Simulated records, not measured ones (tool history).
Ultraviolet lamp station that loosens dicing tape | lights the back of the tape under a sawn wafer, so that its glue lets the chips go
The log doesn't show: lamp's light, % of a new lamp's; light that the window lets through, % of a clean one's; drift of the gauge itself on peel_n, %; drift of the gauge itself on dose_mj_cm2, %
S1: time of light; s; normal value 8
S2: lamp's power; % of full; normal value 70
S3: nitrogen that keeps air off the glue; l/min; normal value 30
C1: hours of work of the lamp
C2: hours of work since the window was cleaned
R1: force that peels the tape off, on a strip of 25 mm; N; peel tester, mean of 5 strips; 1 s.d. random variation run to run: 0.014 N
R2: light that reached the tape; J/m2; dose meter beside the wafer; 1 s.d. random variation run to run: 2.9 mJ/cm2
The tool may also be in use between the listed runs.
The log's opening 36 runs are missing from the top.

{"run": 37, "hour": 427.7, "S1": 5, "S2": 68, "S3": 12, "C1": 656, "C2": 240, "R1": 2.237, "R2": 2050}
{"run": 38, "hour": 438.9, "S1": 5, "S2": 68, "S3": 12, "C1": 664, "C2": 248, "R1": 2.29, "R2": 2030}
{"run": 39, "hour": 449.1, "S1": 5, "S2": 68, "S3": 33, "C1": 670, "C2": 254, "R1": 1.77, "R2": 2070}
{"run": 40, "hour": 458.5, "S1": 8, "S2": 95, "S3": 30, "C1": 677, "C2": 261, "R1": 0.588, "R2": 4530}
{"run": 41, "hour": 473.4, "S1": 8, "S2": 90, "S3": 53, "C1": 686, "C2": 270, "R1": 0.535, "R2": 4290}
{"run": 42, "hour": 481.9, "S1": 7, "S2": 65, "S3": 24, "C1": 692, "C2": 276, "R1": 1.413, "R2": 2700}
{"run": 43, "hour": 493.5, "S1": 8, "S2": 61, "S3": 11, "C1": 700, "C2": 284, "R1": 1.698, "R2": 2900}
{"run": 44, "hour": 508.4, "S1": 5, "S2": 96, "S3": 11, "C1": 709, "C2": 293, "R1": 1.726, "R2": 2850}

Below are 4 alternative next runs, each starting from the tool's condition after run 44. Predict each:
{"run": "A", "hour": 515.6, "S1": 8, "S2": 69, "S3": 25, "C1": 714, "C2": 298, "R1": "?", "R2": "?"}
{"run": "B", "hour": 515.6, "S1": 15, "S2": 68, "S3": 30, "C1": 714, "C2": 298, "R1": "?", "R2": "?"}
{"run": "C", "hour": 515.6, "S1": 7, "S2": 94, "S3": 34, "C1": 714, "C2": 298, "R1": "?", "R2": "?"}
{"run": "D", "hour": 515.6, "S1": 6, "S2": 84, "S3": 53, "C1": 714, "C2": 298, "R1": "?", "R2": "?"}

run=A R1=1.092 R2=3220
run=B R1=0.377 R2=5950
run=C R1=0.771 R2=3940
run=D R1=0.995 R2=2960
Without the tool's hidden state the same runs would have given:
run=A R1=0.732 R2=4170
run=B R1=0.277 R2=7730
run=C R1=0.508 R2=5110
run=D R1=0.658 R2=3840
